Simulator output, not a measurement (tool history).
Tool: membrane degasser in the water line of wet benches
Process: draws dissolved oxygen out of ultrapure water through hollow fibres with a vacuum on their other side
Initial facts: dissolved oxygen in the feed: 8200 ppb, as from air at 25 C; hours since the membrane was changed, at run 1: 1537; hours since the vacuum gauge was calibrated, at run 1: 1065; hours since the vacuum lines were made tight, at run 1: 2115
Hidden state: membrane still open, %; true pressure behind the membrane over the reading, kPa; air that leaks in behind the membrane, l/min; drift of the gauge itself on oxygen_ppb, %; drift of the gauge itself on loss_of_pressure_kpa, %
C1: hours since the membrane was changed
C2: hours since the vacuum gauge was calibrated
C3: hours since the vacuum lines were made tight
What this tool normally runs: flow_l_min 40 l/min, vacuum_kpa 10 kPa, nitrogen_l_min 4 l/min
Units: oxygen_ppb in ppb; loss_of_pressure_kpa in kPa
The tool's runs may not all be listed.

{"run": 1, "hour": 0.0, "flow_l_min": 40, "vacuum_kpa": 10, "nitrogen_l_min": 4, "C1": 1537, "C2": 1065, "C3": 2115, "oxygen_ppb": 171.3, "loss_of_pressure_kpa": 49.08}
{"run": 2, "hour": 52.7, "flow_l_min": 40, "vacuum_kpa": 10, "nitrogen_l_min": 2.43, "C1": 1590, "C2": 1118, "C3": 2167, "oxygen_ppb": 262.3, "loss_of_pressure_kpa": 49.12}
{"run": 3, "hour": 103.4, "flow_l_min": 40, "vacuum_kpa": 10, "nitrogen_l_min": 2.26, "C1": 1640, "C2": 1168, "C3": 2218, "oxygen_ppb": 277.2, "loss_of_pressure_kpa": 49.01}
{"run": 4, "hour": 159.9, "flow_l_min": 40, "vacuum_kpa": 10, "nitrogen_l_min": 2.26, "C1": 1697, "C2": 1225, "C3": 2274, "oxygen_ppb": 276.8, "loss_of_pressure_kpa": 48.91}
{"run": 5, "hour": 197.1, "flow_l_min": 40, "vacuum_kpa": 10, "nitrogen_l_min": 2.26, "C1": 1734, "C2": 1262, "C3": 2312, "oxygen_ppb": 275.8, "loss_of_pressure_kpa": 48.42}
{"run": 6, "hour": 251.6, "flow_l_min": 40, "vacuum_kpa": 7.7, "nitrogen_l_min": 2.26, "C1": 1789, "C2": 1317, "C3": 2366, "oxygen_ppb": 189.8, "loss_of_pressure_kpa": 48.38}
{"run": 7, "hour": 303.5, "flow_l_min": 40, "vacuum_kpa": 7.7, "nitrogen_l_min": 2.26, "C1": 1841, "C2": 1369, "C3": 2418, "oxygen_ppb": 190.6, "loss_of_pressure_kpa": 48.56}
{"run": 8, "hour": 354.1, "flow_l_min": 40, "vacuum_kpa": 10, "nitrogen_l_min": 4, "C1": 1891, "C2": 1419, "C3": 2469, "oxygen_ppb": 170.6, "loss_of_pressure_kpa": 48.51}
{"run": 9, "hour": 397.8, "flow_l_min": 40, "vacuum_kpa": 10, "nitrogen_l_min": 4, "C1": 1935, "C2": 1463, "C3": 2512, "oxygen_ppb": 173.9, "loss_of_pressure_kpa": 48.36}
{"run": 10, "hour": 428.6, "flow_l_min": 40, "vacuum_kpa": 10, "nitrogen_l_min": 4, "C1": 1966, "C2": 1494, "C3": 2543, "oxygen_ppb": 172.1, "loss_of_pressure_kpa": 48.35}
{"run": 11, "hour": 460.1, "flow_l_min": 40, "vacuum_kpa": 10, "nitrogen_l_min": 4, "C1": 1997, "C2": 1525, "C3": 2575, "oxygen_ppb": 170.7, "loss_of_pressure_kpa": 48.78}
{"run": 12, "hour": 509.5, "flow_l_min": 40, "vacuum_kpa": 7.9, "nitrogen_l_min": 4, "C1": 2047, "C2": 1575, "C3": 2624, "oxygen_ppb": 124.1, "loss_of_pressure_kpa": 48.3}
{"run": 13, "hour": 551.4, "flow_l_min": 40, "vacuum_kpa": 7.9, "nitrogen_l_min": 4, "C1": 2089, "C2": 1617, "C3": 2666, "oxygen_ppb": 123.5, "loss_of_pressure_kpa": 48.35}
{"run": 14, "hour": 619.0, "flow_l_min": 40, "vacuum_kpa": 12, "nitrogen_l_min": 4, "C1": 2156, "C2": 1684, "C3": 2734, "oxygen_ppb": 218.3, "loss_of_pressure_kpa": 48.31}
{"run": 15, "hour": 668.4, "flow_l_min": 60, "vacuum_kpa": 10, "nitrogen_l_min": 4, "C1": 2205, "C2": 1733, "C3": 2783, "oxygen_ppb": 286.3, "loss_of_pressure_kpa": 72.72}
{"run": 16, "hour": 709.0, "flow_l_min": 60, "vacuum_kpa": 10, "nitrogen_l_min": 4, "C1": 2246, "C2": 1774, "C3": 2823, "oxygen_ppb": 287.5, "loss_of_pressure_kpa": 72.6}
{"run": 17, "hour": 754.6, "flow_l_min": 60, "vacuum_kpa": 10, "nitrogen_l_min": 5.66, "C1": 2292, "C2": 1820, "C3": 2869, "oxygen_ppb": 223.1, "loss_of_pressure_kpa": 72.3}
{"run": 18, "hour": 804.0, "flow_l_min": 40, "vacuum_kpa": 7.5, "nitrogen_l_min": 2.19, "C1": 2341, "C2": 1869, "C3": 2919, "oxygen_ppb": 186.1, "loss_of_pressure_kpa": 47.69}
{"run": 19, "hour": 841.0, "flow_l_min": 25, "vacuum_kpa": 22.2, "nitrogen_l_min": 2.11, "C1": 2378, "C2": 1906, "C3": 2956, "oxygen_ppb": 498.5, "loss_of_pressure_kpa": 30}
{"run": 20, "hour": 892.1, "flow_l_min": 25, "vacuum_kpa": 22.2, "nitrogen_l_min": 2.11, "C1": 2429, "C2": 1957, "C3": 3007, "oxygen_ppb": 497.4, "loss_of_pressure_kpa": 30.32}
{"run": 21, "hour": 950.3, "flow_l_min": 25, "vacuum_kpa": 22.2, "nitrogen_l_min": 2.11, "C1": 2487, "C2": 2015, "C3": 3065, "oxygen_ppb": 499.5, "loss_of_pressure_kpa": 30.34}
{"run": 22, "hour": 1017.5, "flow_l_min": 25, "vacuum_kpa": 22.2, "nitrogen_l_min": 2.11, "C1": 2555, "C2": 2083, "C3": 3132, "oxygen_ppb": 501.4, "loss_of_pressure_kpa": 29.94}
{"run": 23, "hour": 1060.8, "flow_l_min": 59, "vacuum_kpa": 10, "nitrogen_l_min": 2.95, "C1": 2598, "C2": 2126, "C3": 3175, "oxygen_ppb": 347.8, "loss_of_pressure_kpa": 70.68}
{"hour": 1109.8, "done": "gauge calibrated"}
{"run": 24, "hour": 1112.4, "flow_l_min": 28, "vacuum_kpa": 7.3, "nitrogen_l_min": 2.95, "C1": 2650, "C2": 2177, "C3": 3227, "oxygen_ppb": 94.6, "loss_of_pressure_kpa": 34.09}
{"run": 25, "hour": 1184.0, "flow_l_min": 40, "vacuum_kpa": 21.8, "nitrogen_l_min": 4, "C1": 2721, "C2": 2249, "C3": 3299, "oxygen_ppb": 429.9, "loss_of_pressure_kpa": 48.79}
{"run": 26, "hour": 1227.5, "flow_l_min": 32, "vacuum_kpa": 6.9, "nitrogen_l_min": 1.68, "C1": 2765, "C2": 2293, "C3": 3342, "oxygen_ppb": 161.8, "loss_of_pressure_kpa": 39.08}
{"run": 27, "hour": 1285.6, "flow_l_min": 32, "vacuum_kpa": 6.9, "nitrogen_l_min": 1.68, "C1": 2823, "C2": 2351, "C3": 3400, "oxygen_ppb": 161.9, "loss_of_pressure_kpa": 39.03}
{"run": 28, "hour": 1334.7, "flow_l_min": 32, "vacuum_kpa": 20.3, "nitrogen_l_min": 8.81, "C1": 2872, "C2": 2400, "C3": 3449, "oxygen_ppb": 157, "loss_of_pressure_kpa": 39.07}
{"run": 29, "hour": 1373.4, "flow_l_min": 32, "vacuum_kpa": 20.3, "nitrogen_l_min": 8.81, "C1": 2911, "C2": 2439, "C3": 3488, "oxygen_ppb": 155.1, "loss_of_pressure_kpa": 39.15}
{"run": 30, "hour": 1423.8, "flow_l_min": 32, "vacuum_kpa": 20.3, "nitrogen_l_min": 8.81, "C1": 2961, "C2": 2489, "C3": 3538, "oxygen_ppb": 156.9, "loss_of_pressure_kpa": 38.82}
{"run": 31, "hour": 1480.2, "flow_l_min": 41, "vacuum_kpa": 13.9, "nitrogen_l_min": 3.55, "C1": 3017, "C2": 2545, "C3": 3595, "oxygen_ppb": 295.2, "loss_of_pressure_kpa": 50.35}
{"run": 32, "hour": 1544.2, "flow_l_min": 41, "vacuum_kpa": 13.9, "nitrogen_l_min": 3.55, "C1": 3081, "C2": 2609, "C3": 3659, "oxygen_ppb": 290.4, "loss_of_pressure_kpa": 49.88}

Some steps in loss_of_pressure_kpa, run to run, broken into two amounts with sign: the step expected even without the hidden condition (settings, incoming material, random variation), and the rest, left for the hidden condition together with whatever gauge scatter is not in both the measured and the hidden-condition-free result:
Run 14 -> 15: flow_l_min 40 -> 60, vacuum_kpa 12 -> 10. loss_of_pressure_kpa +24.41 kPa: hidden state -0.38, all else +24.79.
Run 17 -> 18: flow_l_min 60 -> 40, vacuum_kpa 10 -> 7.5, nitrogen_l_min 5.66 -> 2.19. loss_of_pressure_kpa -24.61 kPa: hidden state +0.32, all else -24.93.
Run 22 -> 23: flow_l_min 25 -> 59, vacuum_kpa 22.2 -> 10, nitrogen_l_min 2.11 -> 2.95. loss_of_pressure_kpa +40.74 kPa: hidden state -0.89, all else +41.63.
Run 23 -> 24: flow_l_min 59 -> 28, vacuum_kpa 10 -> 7.3, gauge calibrated. loss_of_pressure_kpa -36.59 kPa: hidden state +1.52, all else -38.11.
